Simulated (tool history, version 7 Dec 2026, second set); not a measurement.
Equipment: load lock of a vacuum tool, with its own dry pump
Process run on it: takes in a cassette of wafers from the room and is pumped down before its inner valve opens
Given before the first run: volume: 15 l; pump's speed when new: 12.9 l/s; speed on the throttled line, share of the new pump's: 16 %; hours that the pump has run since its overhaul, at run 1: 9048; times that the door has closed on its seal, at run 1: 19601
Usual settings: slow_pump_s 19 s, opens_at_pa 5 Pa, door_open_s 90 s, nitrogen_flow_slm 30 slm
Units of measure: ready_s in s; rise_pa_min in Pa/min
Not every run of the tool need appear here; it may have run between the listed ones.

run	day	slow_pump_s	opens_at_pa	door_open_s	nitrogen_flow_slm	hours that the pump has run since its overhaul	times that the door has closed on its seal	incoming humidity of the room's air, %	ready_s	rise_pa_min
1	0	19	5	90	30	9048	19601	44.6	28.8	0.121
2	5.467	19	5	90	30	9180	19872	47.4	28.9	0.124
3	15.317	19	5	90	30	9416	20361	49	29.2	0.124
4	22.729	19	5	90	30	9594	20729	43.9	29	0.125
5	36.012	19	5	90	30	9913	21387	46.7	29.2	0.129
6	42.212	19	5	36	30	10061	21695	42.4	29.2	0.115
7	53.746	19	5	36	30	10338	22267	43.8	29.2	0.114
8	63.854	19	5	36	18	10581	22768	44.4	29.2	0.129
9	71.738	19	5	36	18	10770	23159	43.2	29.2	0.13
10	78.138	14	5	37	18	10924	23476	47.1	25.4	0.139
11	91.038	19	5	90	35	11233	24116	46	29.2	0.138
12	103.85	14	9	42	41	11541	24751	44.3	24.5	0.125
13	115.267	19	8	162	23	11815	25318	45.8	29	0.159
14	125.108	19	5	90	20	12051	25806	45.5	29.7	0.162
15	134.517	19	5	90	20	12277	26272	43.7	29.5	0.158
16	146.625	19	5	123	11	12567	26873	44.5	29.5	0.196
17	155.821	19	5	231	11	12788	27329	43.1	29.7	0.209

What if the next run were any one of these 3? Each begins from the tool's condition after run 17:
A	168.679	29	6	90	30	13097	27967	43.2	?	?
B	168.679	19	7	136	36	13097	27967	43.3	?	?
C	168.679	19	6	74	11	13097	27967	44.3	?	?

run	ready_s	rise_pa_min
A	37.3	0.162
B	29	0.166
C	29.2	0.183
Take away the tool's hidden state, keep each run's random variation, and the runs would have read:
run	ready_s	rise_pa_min
A	35.9	0.052
B	27.3	0.058
C	27.4	0.076
